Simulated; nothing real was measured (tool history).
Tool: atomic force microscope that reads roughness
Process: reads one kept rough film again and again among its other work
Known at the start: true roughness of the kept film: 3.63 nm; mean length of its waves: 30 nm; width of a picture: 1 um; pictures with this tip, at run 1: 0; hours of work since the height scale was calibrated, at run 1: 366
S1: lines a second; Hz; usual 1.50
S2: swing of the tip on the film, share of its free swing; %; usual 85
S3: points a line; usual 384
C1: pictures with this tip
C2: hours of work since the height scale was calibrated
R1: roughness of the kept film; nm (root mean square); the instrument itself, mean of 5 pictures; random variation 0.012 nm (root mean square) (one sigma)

{"run": 1, "hour": 0.0, "S1": 1.5, "S2": 85, "S3": 384, "C1": 0, "C2": 366, "R1": 2.772}
{"run": 2, "hour": 42.8, "S1": 1.5, "S2": 88, "S3": 384, "C1": 65, "C2": 389, "R1": 2.581}
{"run": 3, "hour": 85.7, "S1": 1.5, "S2": 59, "S3": 384, "C1": 130, "C2": 412, "R1": 2.793}
{"run": 4, "hour": 132.1, "S1": 1.5, "S2": 59, "S3": 384, "C1": 201, "C2": 436, "R1": 2.71}
{"run": 5, "hour": 191.2, "S1": 1.5, "S2": 59, "S3": 384, "C1": 290, "C2": 468, "R1": 2.519}
{"run": 6, "hour": 230.7, "S1": 1.5, "S2": 59, "S3": 384, "C1": 350, "C2": 489, "R1": 2.436}
{"hour": 240.3, "done": "new tip fitted"}
{"run": 7, "hour": 257.1, "S1": 1.5, "S2": 85, "S3": 384, "C1": 26, "C2": 502, "R1": 2.695}
{"run": 8, "hour": 293.1, "S1": 1.5, "S2": 85, "S3": 384, "C1": 80, "C2": 521, "R1": 2.583}
{"run": 9, "hour": 343.6, "S1": 1.5, "S2": 85, "S3": 384, "C1": 157, "C2": 548, "R1": 2.453}
{"run": 10, "hour": 377.6, "S1": 1.5, "S2": 85, "S3": 384, "C1": 209, "C2": 566, "R1": 2.39}
{"run": 11, "hour": 434.6, "S1": 1.5, "S2": 85, "S3": 384, "C1": 295, "C2": 596, "R1": 2.282}
{"run": 12, "hour": 461.4, "S1": 1.5, "S2": 85, "S3": 384, "C1": 336, "C2": 611, "R1": 2.223}
{"hour": 484.7, "done": "new tip fitted"}
{"run": 13, "hour": 497.1, "S1": 1.5, "S2": 85, "S3": 384, "C1": 18, "C2": 629, "R1": 2.732}
{"run": 14, "hour": 524.1, "S1": 1.5, "S2": 85, "S3": 384, "C1": 60, "C2": 644, "R1": 2.636}
{"run": 15, "hour": 553.0, "S1": 1.5, "S2": 85, "S3": 384, "C1": 103, "C2": 659, "R1": 2.559}
{"run": 16, "hour": 577.3, "S1": 1.5, "S2": 85, "S3": 384, "C1": 140, "C2": 672, "R1": 2.477}
{"run": 17, "hour": 606.2, "S1": 1.1, "S2": 75, "S3": 384, "C1": 184, "C2": 687, "R1": 2.614}
{"run": 18, "hour": 653.2, "S1": 1.1, "S2": 75, "S3": 384, "C1": 256, "C2": 712, "R1": 2.514}
{"run": 19, "hour": 689.8, "S1": 1.5, "S2": 86, "S3": 412, "C1": 311, "C2": 731, "R1": 2.215}
{"hour": 726.1, "done": "new tip fitted"}
{"run": 20, "hour": 733.5, "S1": 1.5, "S2": 86, "S3": 526, "C1": 11, "C2": 754, "R1": 2.688}
{"run": 21, "hour": 781.5, "S1": 1.2, "S2": 86, "S3": 371, "C1": 84, "C2": 780, "R1": 2.644}
{"run": 22, "hour": 823.8, "S1": 1.5, "S2": 73, "S3": 689, "C1": 148, "C2": 802, "R1": 2.643}
{"run": 23, "hour": 855.8, "S1": 0.51, "S2": 85, "S3": 257, "C1": 196, "C2": 819, "R1": 2.624}
{"run": 24, "hour": 903.0, "S1": 2.16, "S2": 85, "S3": 661, "C1": 268, "C2": 844, "R1": 2.178}
{"run": 25, "hour": 948.9, "S1": 2.16, "S2": 85, "S3": 661, "C1": 338, "C2": 868, "R1": 2.092}
{"hour": 967.9, "done": "new tip fitted"}
{"run": 26, "hour": 991.0, "S1": 2.72, "S2": 57, "S3": 846, "C1": 35, "C2": 890, "R1": 2.933}
{"run": 27, "hour": 1025.7, "S1": 0.72, "S2": 85, "S3": 384, "C1": 88, "C2": 909, "R1": 2.741}
{"run": 28, "hour": 1082.8, "S1": 0.72, "S2": 85, "S3": 384, "C1": 174, "C2": 939, "R1": 2.603}
{"run": 29, "hour": 1130.1, "S1": 0.77, "S2": 85, "S3": 715, "C1": 246, "C2": 964, "R1": 2.486}
{"run": 30, "hour": 1173.5, "S1": 2.05, "S2": 72, "S3": 715, "C1": 312, "C2": 987, "R1": 2.309}
{"run": 31, "hour": 1198.6, "S1": 3.68, "S2": 85, "S3": 264, "C1": 350, "C2": 1000, "R1": 1.794}

Forecast each of these 3 alternatives for the next run:
{"hour": 1209.7, "done": "new tip fitted"}
{"run": "A", "hour": 1229.6, "S1": 1.54, "S2": 85, "S3": 856, "C1": 31, "C2": 1016, "R1": "?"}
{"hour": 1209.7, "done": "new tip fitted"}
{"run": "B", "hour": 1229.6, "S1": 1.71, "S2": 72, "S3": 418, "C1": 31, "C2": 1016, "R1": "?"}
{"hour": 1209.7, "done": "new tip fitted"}
{"run": "C", "hour": 1229.6, "S1": 0.71, "S2": 73, "S3": 360, "C1": 31, "C2": 1016, "R1": "?"}

run=A R1=2.661
run=B R1=2.815
run=C R1=2.944
Without the tool's hidden state the same runs would have given:
run=A R1=2.809
run=B R1=2.972
run=C R1=3.108
